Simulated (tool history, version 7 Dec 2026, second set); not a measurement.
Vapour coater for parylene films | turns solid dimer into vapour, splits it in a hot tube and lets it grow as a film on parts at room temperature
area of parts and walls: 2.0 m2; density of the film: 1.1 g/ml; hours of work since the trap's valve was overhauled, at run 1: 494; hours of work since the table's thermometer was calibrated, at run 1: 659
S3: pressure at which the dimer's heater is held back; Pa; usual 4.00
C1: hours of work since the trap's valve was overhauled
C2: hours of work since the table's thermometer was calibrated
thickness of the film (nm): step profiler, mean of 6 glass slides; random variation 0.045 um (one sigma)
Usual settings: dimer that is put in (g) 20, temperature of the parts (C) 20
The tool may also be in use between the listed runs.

Run 1, hour 0.0: usual settings; C1 494; C2 659. Result: thickness of the film (nm) 6570.
Run 2, hour 38.9: usual settings; C1 527; C2 692. Result: thickness of the film (nm) 6650.
Run 3, hour 100.0: usual settings; C1 578; C2 743. Result: thickness of the film (nm) 6610.
Run 4, hour 135.9: usual settings; C1 608; C2 773. Result: thickness of the film (nm) 6670.
Run 5, hour 186.3: usual settings; C1 650; C2 815. Result: thickness of the film (nm) 6670.
Run 6, hour 226.2: usual settings but temperature of the parts (C) 19; C1 684; C2 849. Result: thickness of the film (nm) 6940.
At hour 239.1: trap's valve overhauled.
Run 7, hour 290.3: usual settings; C1 43; C2 899. Result: thickness of the film (nm) 6560.
Run 8, hour 348.1: usual settings but S3 2.95 Pa; C1 91; C2 948. Result: thickness of the film (nm) 6970.
Run 9, hour 407.1: usual settings but S3 2.95 Pa; C1 141; C2 997. Result: thickness of the film (nm) 6970.
Run 10, hour 434.0: usual settings but dimer that is put in (g) 17, S3 11.98 Pa; C1 163; C2 1019. Result: thickness of the film (nm) 4730.
Run 11, hour 461.0: usual settings but temperature of the parts (C) 13; C1 186; C2 1042. Result: thickness of the film (nm) 8510.
Run 12, hour 495.5: usual settings but temperature of the parts (C) 13, S3 3.81 Pa; C1 215; C2 1071. Result: thickness of the film (nm) 8530.
Run 13, hour 551.9: usual settings but dimer that is put in (g) 18, S3 10.75 Pa; C1 262; C2 1118. Result: thickness of the film (nm) 5120.
Run 14, hour 602.4: usual settings but dimer that is put in (g) 10, temperature of the parts (C) 22, S3 2.15 Pa; C1 304; C2 1160. Result: thickness of the film (nm) 3420.
Run 15, hour 662.4: usual settings but dimer that is put in (g) 23, temperature of the parts (C) 22, S3 2.15 Pa; C1 355; C2 1211. Result: thickness of the film (nm) 7810.

Forecast each of these 4 alternatives for the next run:
Run A, hour 699.9: usual settings but dimer that is put in (g) 13, temperature of the parts (C) 23, S3 2.15 Pa; C1 386; C2 1242. Result: thickness of the film (nm) ?.
Run B, hour 699.9: usual settings but dimer that is put in (g) 23, temperature of the parts (C) 31, S3 2.15 Pa; C1 386; C2 1242. Result: thickness of the film (nm) ?.
Run C, hour 699.9: usual settings but dimer that is put in (g) 19, temperature of the parts (C) 24, S3 8.45 Pa; C1 386; C2 1242. Result: thickness of the film (nm) ?.
Run D, hour 699.9: usual settings but temperature of the parts (C) 29; C1 386; C2 1242. Result: thickness of the film (nm) ?.

run  thickness of the film (nm)
  A                        4190
  B                        5610
  C                        4860
  D                        4790
Without the tool's hidden state the same runs would have given:
run  thickness of the film (nm)
  A                        4200
  B                        5620
  C                        4870
  D                        4800
